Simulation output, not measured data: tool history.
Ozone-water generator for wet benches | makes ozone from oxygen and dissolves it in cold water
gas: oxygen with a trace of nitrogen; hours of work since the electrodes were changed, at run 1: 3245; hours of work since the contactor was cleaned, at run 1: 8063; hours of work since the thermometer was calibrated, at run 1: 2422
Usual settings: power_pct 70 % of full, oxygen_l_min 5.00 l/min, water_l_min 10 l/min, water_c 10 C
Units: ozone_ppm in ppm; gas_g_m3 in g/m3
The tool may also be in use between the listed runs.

| run | hour | power_pct | oxygen_l_min | water_l_min | water_c | hours of work since the electrodes were changed | hours of work since the contactor was cleaned | hours of work since the thermometer was calibrated | ozone_ppm | gas_g_m3 |
|---|---|---|---|---|---|---|---|---|---|---|
| 1 | 0.0 | 70 | 5.00 | 10 | 10 | 3245 | 8063 | 2422 | 32.6 | 218.6 |
| 2 | 75.6 | 70 | 5.00 | 10 | 10 | 3296 | 8115 | 2474 | 32.5 | 220.2 |
| 3 | 129.7 | 70 | 5.00 | 10 | 10 | 3333 | 8152 | 2511 | 32.5 | 219.5 |
| 4 | 246.7 | 70 | 5.00 | 10 | 10 | 3413 | 8231 | 2591 | 32.3 | 218.3 |
| 5 | 364.3 | 70 | 3.43 | 10 | 10 | 3493 | 8311 | 2671 | 33.7 | 276.0 |
| 6 | 476.0 | 70 | 3.43 | 10 | 10 | 3569 | 8388 | 2747 | 33.8 | 272.5 |
| 7 | 536.3 | 70 | 4.62 | 10 | 10 | 3611 | 8429 | 2788 | 32.3 | 230.4 |
| 8 | 630.9 | 70 | 8.63 | 10 | 10 | 3675 | 8493 | 2853 | 29.0 | 157.1 |
| 9 | 708.7 | 70 | 7.99 | 10 | 10 | 3728 | 8546 | 2906 | 28.9 | 163.6 |
| 10 | 822.0 | 70 | 7.99 | 10 | 10 | 3805 | 8623 | 2983 | 29.5 | 165.3 |
| 11 | 940.2 | 70 | 5.00 | 6 | 10 | 3886 | 8704 | 3063 | 44.0 | 217.2 |
| 12 | 1023.2 | 70 | 5.54 | 6 | 10 | 3942 | 8761 | 3120 | 42.8 | 203.8 |
| 13 | 1101.7 | 70 | 5.00 | 10 | 10 | 3996 | 8814 | 3173 | 32.2 | 217.0 |
| 14 | 1183.5 | 70 | 5.00 | 10 | 10 | 4052 | 8870 | 3229 | 32.1 | 216.9 |
| 15 | 1282.8 | 70 | 5.00 | 10 | 10 | 4119 | 8938 | 3297 | 31.7 | 220.2 |
| 16 | 1397.8 | 50 | 3.66 | 10 | 11 | 4198 | 9016 | 3375 | 24.0 | 190.4 |
| 17 | 1471.3 | 81 | 5.50 | 10 | 11 | 4248 | 9066 | 3425 | 35.9 | 232.7 |
| 18 | 1526.1 | 89 | 4.50 | 10 | 5 | 4285 | 9103 | 3463 | 44.3 | 291.5 |
| 19 | 1600.6 | 86 | 3.26 | 8 | 12 | 4336 | 9154 | 3514 | 47.7 | 337.3 |
| 20 | 1695.3 | 52 | 4.17 | 10 | 8 | 4401 | 9219 | 3578 | 25.8 | 182.9 |
| 21 | 1791.8 | 58 | 4.17 | 7 | 7 | 4466 | 9285 | 3644 | 37.0 | 203.4 |
| 22 | 1891.8 | 70 | 5.00 | 10 | 15 | 4534 | 9353 | 3712 | 29.6 | 214.5 |
| 23 | 1976.9 | 58 | 5.00 | 7 | 6 | 4593 | 9411 | 3770 | 37.1 | 180.3 |
| 24 | 2071.5 | 70 | 4.55 | 15 | 10 | 4657 | 9475 | 3834 | 24.0 | 228.5 |
|  | 2160.8 | water thermometer calibrated |
| 25 | 2179.9 | 70 | 4.55 | 15 | 10 | 4731 | 9549 | 13 | 23.8 | 227.4 |
| 26 | 2250.3 | 70 | 3.48 | 7 | 10 | 4779 | 9597 | 61 | 43.9 | 264.9 |
| 27 | 2373.2 | 70 | 3.48 | 7 | 10 | 4862 | 9681 | 145 | 44.2 | 264.4 |
| 28 | 2437.5 | 70 | 3.48 | 7 | 10 | 4906 | 9724 | 189 | 43.5 | 267.5 |
| 29 | 2564.6 | 52 | 8.48 | 10 | 10 | 4993 | 9811 | 275 | 21.9 | 116.6 |
| 30 | 2644.0 | 52 | 8.48 | 10 | 10 | 5047 | 9865 | 329 | 21.7 | 117.7 |

Measured less the same run without the tool's hidden state. The same run-to-run variation is in both; the gauge's scatter may not be:
The hidden state here: yield of the discharge, % of new electrodes'; contactor's efficiency, % of a clean one's; true water temperature over the reading, C; drift of the gauge itself on ozone_ppm, %; drift of the gauge itself on gas_g_m3, %.
| run | gas_g_m3 |
|---|---|
| 1 | -0.1 |
| 2 | -0.3 |
| 3 | -0.4 |
| 4 | -0.6 |
| 5 | -1.1 |
| 6 | -1.4 |
| 7 | -1.3 |
| 8 | -1.0 |
| 9 | -1.2 |
| 10 | -1.4 |
| 11 | -2.2 |
| 12 | -2.2 |
| 13 | -2.6 |
| 14 | -2.7 |
| 15 | -2.9 |
| 16 | -2.8 |
| 17 | -3.6 |
| 18 | -4.7 |
| 19 | -5.8 |
| 20 | -3.2 |
| 21 | -3.8 |
| 22 | -4.3 |
| 23 | -3.7 |
| 24 | -5.1 |
| 25 | -5.2 |
| 26 | -6.4 |
| 27 | -6.7 |
| 28 | -6.9 |
| 29 | -3.1 |
| 30 | -3.3 |
ozone_ppm: within 0.1 ppm of the measured result in every run.
